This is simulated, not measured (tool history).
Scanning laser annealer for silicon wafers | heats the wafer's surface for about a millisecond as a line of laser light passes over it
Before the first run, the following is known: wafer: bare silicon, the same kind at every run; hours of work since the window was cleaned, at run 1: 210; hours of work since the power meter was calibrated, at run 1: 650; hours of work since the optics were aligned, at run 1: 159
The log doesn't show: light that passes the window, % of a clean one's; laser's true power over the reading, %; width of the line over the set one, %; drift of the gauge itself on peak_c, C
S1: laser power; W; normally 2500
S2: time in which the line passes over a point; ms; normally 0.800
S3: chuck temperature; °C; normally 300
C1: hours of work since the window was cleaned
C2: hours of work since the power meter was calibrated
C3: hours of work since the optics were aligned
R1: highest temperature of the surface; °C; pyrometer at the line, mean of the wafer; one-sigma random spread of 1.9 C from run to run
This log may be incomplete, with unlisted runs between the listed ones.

run	day	S1	S2	S3	C1	C2	C3	R1
1	0.000	2500	0.800	300	210	650	159	1096
2	0.804	2500	0.800	300	220	661	170	1094
3	1.854	2500	0.800	300	233	674	183	1096
4	3.142	2500	0.800	300	250	691	200	1090
5	4.783	2255	0.800	300	271	711	220	1003
6	6.012	2500	0.800	273	287	727	236	1056
7	7.617	2500	0.800	273	307	748	257	1052
# day 7.896: laser's power meter calibrated
8	9.092	2500	0.589	287	324	15	274	948
9	10.638	2240	0.772	318	344	35	294	992
# day 11.883: laser's power meter calibrated, once more
# day 12.208: window over the wafer cleaned
10	12.275	2500	0.800	289	1	4	312	1112

Estimate the outcome of run 11 from the log above:
11	13.075	2194	0.699	298	11	14	322	?

Run 11 measured R1 957 °C.
On a tool with no hidden condition, and with the same random variation, this run would have come out at R1 963 °C.

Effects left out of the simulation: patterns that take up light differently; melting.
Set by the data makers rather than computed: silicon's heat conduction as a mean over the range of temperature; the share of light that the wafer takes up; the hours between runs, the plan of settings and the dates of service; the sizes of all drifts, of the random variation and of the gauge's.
